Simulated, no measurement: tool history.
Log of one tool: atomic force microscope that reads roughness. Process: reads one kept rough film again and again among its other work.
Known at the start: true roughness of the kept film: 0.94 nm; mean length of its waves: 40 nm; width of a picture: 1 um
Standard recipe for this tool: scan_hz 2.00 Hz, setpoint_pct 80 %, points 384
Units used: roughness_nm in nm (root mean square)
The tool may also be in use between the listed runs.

run 1 hour=0.0 | scan_hz=2.00 setpoint_pct=80 points=384 | roughness_nm=0.762
-- hour=6.0 new tip fitted
run 2 hour=27.0 | scan_hz=1.83 setpoint_pct=80 points=384 | roughness_nm=0.801
run 3 hour=60.3 | scan_hz=1.83 setpoint_pct=80 points=384 | roughness_nm=0.778
-- hour=67.0 new tip fitted
run 4 hour=86.7 | scan_hz=1.83 setpoint_pct=63 points=384 | roughness_nm=0.849
run 5 hour=107.4 | scan_hz=2.00 setpoint_pct=80 points=363 | roughness_nm=0.781
-- hour=124.6 new tip fitted
run 6 hour=147.0 | scan_hz=2.00 setpoint_pct=80 points=705 | roughness_nm=0.790
run 7 hour=168.4 | scan_hz=2.00 setpoint_pct=80 points=705 | roughness_nm=0.770
-- hour=183.3 new tip fitted
run 8 hour=205.8 | scan_hz=2.00 setpoint_pct=80 points=705 | roughness_nm=0.790
run 9 hour=230.0 | scan_hz=2.00 setpoint_pct=72 points=705 | roughness_nm=0.802
-- hour=241.4 new tip fitted
run 10 hour=246.7 | scan_hz=2.00 setpoint_pct=72 points=705 | roughness_nm=0.838
run 11 hour=265.6 | scan_hz=2.97 setpoint_pct=71 points=367 | roughness_nm=0.787

What does the tool deliver on the next run?
run 12 hour=284.7 | scan_hz=2.97 setpoint_pct=58 points=663 | roughness_nm=?

roughness_nm: 0.823 nm (root mean square)
On a tool with no hidden condition, and with the same random variation, this run would have come out at roughness_nm 0.873 nm (root mean square).

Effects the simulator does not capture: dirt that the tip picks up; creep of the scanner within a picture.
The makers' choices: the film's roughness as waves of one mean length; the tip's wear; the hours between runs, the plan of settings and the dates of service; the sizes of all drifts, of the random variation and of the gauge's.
